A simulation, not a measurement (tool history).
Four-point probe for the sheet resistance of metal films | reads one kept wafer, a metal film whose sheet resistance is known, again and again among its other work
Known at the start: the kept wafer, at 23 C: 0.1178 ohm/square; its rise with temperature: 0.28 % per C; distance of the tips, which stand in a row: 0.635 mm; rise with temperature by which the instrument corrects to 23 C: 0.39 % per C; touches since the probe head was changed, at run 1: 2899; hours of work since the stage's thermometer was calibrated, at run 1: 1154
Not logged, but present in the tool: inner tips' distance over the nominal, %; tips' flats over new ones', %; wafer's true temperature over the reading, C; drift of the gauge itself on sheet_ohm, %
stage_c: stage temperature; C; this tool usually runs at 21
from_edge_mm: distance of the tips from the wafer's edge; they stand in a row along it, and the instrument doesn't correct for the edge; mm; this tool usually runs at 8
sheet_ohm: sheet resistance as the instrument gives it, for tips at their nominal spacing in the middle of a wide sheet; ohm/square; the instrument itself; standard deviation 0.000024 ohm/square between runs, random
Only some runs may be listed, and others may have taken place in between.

run     day  stage_c  from_edge_mm  touches since the probe head was changed  hours of work since the stage's thermometer was calibrated  sheet_ohm
  1       0       21             8                                      2899                                                        1154   0.118491
  2   0.625       21             8                                      3266                                                        1162   0.118472
  3   1.104       21             8                                      3546                                                        1168   0.118472
  4   1.479       21             8                                      3767                                                        1173   0.118417
  5   2.142       21             8                                      4155                                                        1181   0.118456
  6   2.512       21             8                                      4374                                                        1186   0.118465
  7   2.871       21             8                                      4583                                                        1190   0.118444
  8   3.538       27             8                                      4973                                                        1198   0.117693
  9   4.275       21             8                                      5407                                                        1208   0.118527
 10   4.771       21             8                                      5698                                                        1214    0.11849
 11   5.379       21             8                                      6055                                                        1221   0.118453
 12     6.1       21            27                                      6478                                                        1230   0.118112
 13   6.746       21             8                                      6856                                                        1238   0.118442
 14   7.088       21             8                                      7057                                                        1243   0.118457
 15   7.717       21             8                                      7426                                                        1251   0.118453
 16   8.296       21             8                                      7765                                                        1258   0.118455
 17   8.642       21             8                                      7967                                                        1262   0.118462
 18   9.242       29             8                                      8320                                                        1270   0.117452
 19   9.867       29             8                                      8686                                                        1277   0.117386
 20  10.608       29            34                                      9121                                                        1287   0.117057
 21  11.317       29            34                                      9536                                                        1295   0.117063
 22  11.933       29            34                                      9899                                                        1303   0.117092
 23  12.308       29            34                                     10119                                                        1308   0.117024
 24  13.129       32            25                                     10599                                                        1318   0.116688
 25  13.612       31            37                                     10884                                                        1324   0.116835
 26  13.946       22            37                                     11079                                                        1328    0.11798
 27  14.383       29            10                                     11336                                                        1334   0.117307
 28  15.196       32             8                                     11813                                                        1344    0.11706
 29  15.696       26            10                                     12106                                                        1350    0.11768
 30  16.354       23             8                                     12491                                                        1358   0.118216
 31    17.1       19             9                                     12930                                                        1368   0.118671
 32  17.588       21            24                                     13216                                                        1374   0.118072
 33  17.954       31            20                                     13429                                                        1378   0.116855
 34  18.308       31            20                                     13639                                                        1383    0.11687
 35  18.812       31            20                                     13935                                                        1389   0.116818
 36  19.292       31            20                                     14215                                                        1395    0.11688
 37  19.896       21            20                                     14569                                                        1402   0.118144
 38  20.512       35             5                                     14931                                                        1410   0.117313
 39  21.233       35             5                                     15353                                                        1419   0.117307
 40  21.646       28            34                                     15595                                                        1424   0.117181
 41  22.188       18            10                                     15912                                                        1431   0.118705
 42  22.962       19            17                                     16368                                                        1441   0.118445
 43  23.579       22            36                                     16729                                                        1448   0.117954
 44  23.942       35            47                                     16942                                                        1453   0.116284

Alternative continuations, all from the tool just after run 44; predict every row:
  A  24.392       18            26                                     17207                                                        1458          ?
  B  24.392       30             9                                     17207                                                        1458          ?
  C  24.392       34            47                                     17207                                                        1458          ?
  D  24.392       23             4                                     17207                                                        1458          ?
  E  24.392       23            51                                     17207                                                        1458          ?

run  sheet_ohm
  A    0.11854
  B   0.117216
  C   0.116439
  D   0.119384
  E   0.117795
Stripped of hidden state, with their random variation kept, the same runs would have yielded:
run  sheet_ohm
  A   0.118539
  B   0.117214
  C   0.116437
  D   0.119382
  E   0.117794
